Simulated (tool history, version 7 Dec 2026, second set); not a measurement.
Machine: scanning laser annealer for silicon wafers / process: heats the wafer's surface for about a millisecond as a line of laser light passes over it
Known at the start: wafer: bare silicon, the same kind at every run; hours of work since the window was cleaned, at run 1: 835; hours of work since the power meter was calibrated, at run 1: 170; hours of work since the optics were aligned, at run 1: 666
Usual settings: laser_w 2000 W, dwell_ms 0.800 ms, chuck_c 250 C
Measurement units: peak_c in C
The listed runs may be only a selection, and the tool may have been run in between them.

run	day	laser_w	dwell_ms	chuck_c	hours of work since the window was cleaned	hours of work since the power meter was calibrated	hours of work since the optics were aligned	peak_c
1	0.000	2000	0.800	250	835	170	666	935
2	0.521	2000	0.800	250	844	179	674	935
3	1.217	2000	0.998	250	855	190	685	1011
4	2.075	2000	0.800	250	868	203	699	930
5	2.642	2000	0.800	250	877	212	708	933
# day 2.821: window over the wafer cleaned
6	3.346	2000	0.800	250	8	222	717	965
7	3.946	1835	0.800	250	18	232	727	899
8	4.692	1835	0.800	250	30	244	739	895
9	5.379	1835	0.800	250	41	254	750	897
10	6.421	1835	0.800	250	57	271	766	894
11	7.021	1835	0.800	250	67	281	776	897
12	7.571	2090	0.800	250	75	289	785	1002
13	8.317	2021	0.800	250	87	301	796	973
14	9.125	2021	0.800	250	100	314	809	972
15	9.621	2021	0.800	250	108	322	817	971
16	10.454	2021	0.800	250	121	335	830	968
17	10.958	2055	0.800	250	129	343	838	985
# day 11.238: optics aligned, line set to its width
18	12.058	2055	0.800	250	143	357	13	982
19	12.771	2000	0.800	250	155	369	24	957
20	13.633	2000	0.800	250	168	382	38	958
21	14.096	2144	0.942	286	176	390	45	1118
22	15.012	2144	0.942	286	190	404	60	1118
23	15.692	2087	0.932	262	201	415	71	1062
# day 16.625: optics aligned, line set to its width, once more
24	16.625	2000	0.652	250	213	426	0	894
25	17.667	2000	0.652	250	229	443	17	889
26	18.688	2000	0.652	239	245	459	33	880
27	19.383	2000	0.652	239	256	470	44	877
28	20.362	1777	0.634	276	272	486	59	828
29	20.821	2138	0.686	276	279	493	67	981
30	21.542	1825	0.800	232	291	505	78	868
31	22.204	1825	0.800	232	301	515	89	867
32	23.046	2116	0.642	250	315	528	102	926
33	23.583	2144	0.800	250	323	537	111	1011
34	24.188	1805	0.790	250	333	547	120	870
35	24.917	1790	0.749	276	344	558	132	874
36	25.888	2011	0.985	227	360	574	147	1008
37	26.433	2011	0.985	227	368	582	156	1007
38	27.346	2011	0.985	227	383	597	170	1006
39	27.912	1930	0.985	227	392	606	179	971

For some of the steps in peak_c from one run to the next: how much would appear even if the tool had no hidden state, given the settings, what came in and random variation, and how much remains for the hidden state plus any gauge scatter that the measured result and the result without hidden state don't share?
Hidden state at play: light that passes the window, % of a clean one's; laser's true power over the reading, %; width of the line over the set one, %; drift of the gauge itself on peak_c, C.
Run 5 -> 6: window over the wafer cleaned. peak_c +32 C: hidden state +36, all else -4.
Run 20 -> 21: laser_w 2000 -> 2144, dwell_ms 0.800 -> 0.942, chuck_c 250 -> 286. peak_c +160 C: hidden state -3, all else +163.
Run 23 -> 24: laser_w 2087 -> 2000, dwell_ms 0.932 -> 0.652, chuck_c 262 -> 250, optics aligned, line set to its width, once more. peak_c -168 C: hidden state +6, all else -174.
Run 28 -> 29: laser_w 1777 -> 2138, dwell_ms 0.634 -> 0.686. peak_c +153 C: hidden state -4, all else +157.
Run 35 -> 36: laser_w 1790 -> 2011, dwell_ms 0.749 -> 0.985, chuck_c 276 -> 227. peak_c +134 C: hidden state -6, all else +140.
